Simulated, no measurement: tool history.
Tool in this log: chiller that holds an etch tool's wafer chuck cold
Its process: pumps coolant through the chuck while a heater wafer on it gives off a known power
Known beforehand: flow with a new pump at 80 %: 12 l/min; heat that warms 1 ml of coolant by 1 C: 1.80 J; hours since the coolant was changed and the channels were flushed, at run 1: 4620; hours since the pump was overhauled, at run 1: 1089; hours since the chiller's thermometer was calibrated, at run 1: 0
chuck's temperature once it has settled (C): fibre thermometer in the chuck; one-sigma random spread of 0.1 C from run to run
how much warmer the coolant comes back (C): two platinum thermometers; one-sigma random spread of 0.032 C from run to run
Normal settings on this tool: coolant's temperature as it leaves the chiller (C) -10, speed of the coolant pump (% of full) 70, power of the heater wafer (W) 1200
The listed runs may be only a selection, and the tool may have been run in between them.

run,hour,coolant's temperature as it leaves the chiller (C),speed of the coolant pump (% of full),power of the heater wafer (W),hours since the coolant was changed and the channels were flushed,hours since the pump was overhauled,hours since the chiller's thermometer was calibrated,chuck's temperature once it has settled (C),how much warmer the coolant comes back (C)
1,0,-10,70,1200,4620,1089,0,0.6,3.9
2,36.2,-3,70,1200,4656,1125,36,7.5,3.84
3,94.3,-10,64,1200,4714,1183,94,1.2,4.23
4,174.5,-10,71,1200,4794,1263,175,0.5,3.86
5,244.9,-10,71,1200,4865,1334,245,0.4,3.81
6,295.2,-10,71,1200,4915,1384,295,0.4,3.86
7,330.6,-10,71,1200,4951,1419,331,0.4,3.79
8,399.4,-19,70,1200,5019,1488,399,-8.6,3.82
9,476.3,-19,70,1200,5096,1565,476,-8.5,3.85
10,533.5,-10,70,1200,5153,1622,534,0.4,3.9
11,600.7,-10,70,1200,5221,1689,601,0.5,3.94
12,667.5,-1,70,1200,5287,1756,667,9.6,3.86
13,735.6,-1,70,1200,5356,1824,736,9.5,3.93
14,776,-1,70,1200,5396,1865,776,9.5,3.9
# hour 784.5: chiller's thermometer calibrated
15,852,-1,70,1200,5471,1940,67,9.4,3.89
16,932.2,-19,70,1200,5551,2020,148,-8.6,3.92
17,969.7,-12,63,1059,5589,2057,185,-2.2,3.84
18,1003.1,-10,71,1059,5622,2091,219,-1.1,3.31
19,1077.5,-6,71,1059,5696,2165,293,3.3,3.36
20,1139,-3,94,992,5758,2227,354,4.3,2.3
# hour 1145.1: chiller's thermometer calibrated, once more
21,1197.8,-3,94,992,5816,2284,53,4.3,2.37
22,1252.6,-15,90,845,5871,2339,107,-8.4,2.13
23,1313.5,-15,90,845,5931,2400,168,-8.4,2.11
24,1394.7,-15,90,845,6013,2481,250,-8.5,2.12
25,1460.4,-4,70,1007,6078,2547,315,5.1,3.2
26,1501,-18,67,640,6119,2588,356,-12.1,2.18
27,1550.2,-20,84,1200,6168,2637,405,-10.6,3.2
28,1609.5,-10,79,1705,6227,2696,464,4.2,4.87
29,1683.9,-10,79,1705,6302,2771,539,4.2,4.83
30,1717.4,-10,92,1705,6335,2804,572,2.9,4.11
31,1759,-10,92,1705,6377,2846,614,3.1,4.12
32,1803.9,-10,70,1035,6422,2891,659,-0.7,3.32

How would selected steps in chuck's temperature once it has settled (C) from run to run divide? Give the signed amount a tool lacking its hidden state would still show from settings, what came in and random variation, and the signed amount left for the hidden state, including any gauge scatter that is not in both of the compared results.
Unlogged tool condition in this case: heat passed by the chuck's channels, % of clean ones'; flow at a given pump speed, % of a new pump's; coolant's true temperature over the reading, C; drift of the gauge itself on chuck_c, C; drift of the gauge itself on warmer_back_c, C.
Run 15 -> 16: coolant's temperature as it leaves the chiller (C) -1 -> -19. chuck's temperature once it has settled (C) -18: hidden state -0.1, all else -17.9.
Run 19 -> 20: coolant's temperature as it leaves the chiller (C) -6 -> -3, speed of the coolant pump (% of full) 71 -> 94, power of the heater wafer (W) 1059 -> 992. chuck's temperature once it has settled (C) +1: hidden state -0.2, all else +1.2.
Run 25 -> 26: coolant's temperature as it leaves the chiller (C) -4 -> -18, speed of the coolant pump (% of full) 70 -> 67, power of the heater wafer (W) 1007 -> 640. chuck's temperature once it has settled (C) -17.2: hidden state -0.2, all else -17.
Run 27 -> 28: coolant's temperature as it leaves the chiller (C) -20 -> -10, speed of the coolant pump (% of full) 84 -> 79, power of the heater wafer (W) 1200 -> 1705. chuck's temperature once it has settled (C) +14.8: hidden state +0.4, all else +14.4.
Run 31 -> 32: speed of the coolant pump (% of full) 92 -> 70, power of the heater wafer (W) 1705 -> 1035. chuck's temperature once it has settled (C) -3.8: hidden state -0.4, all else -3.4.
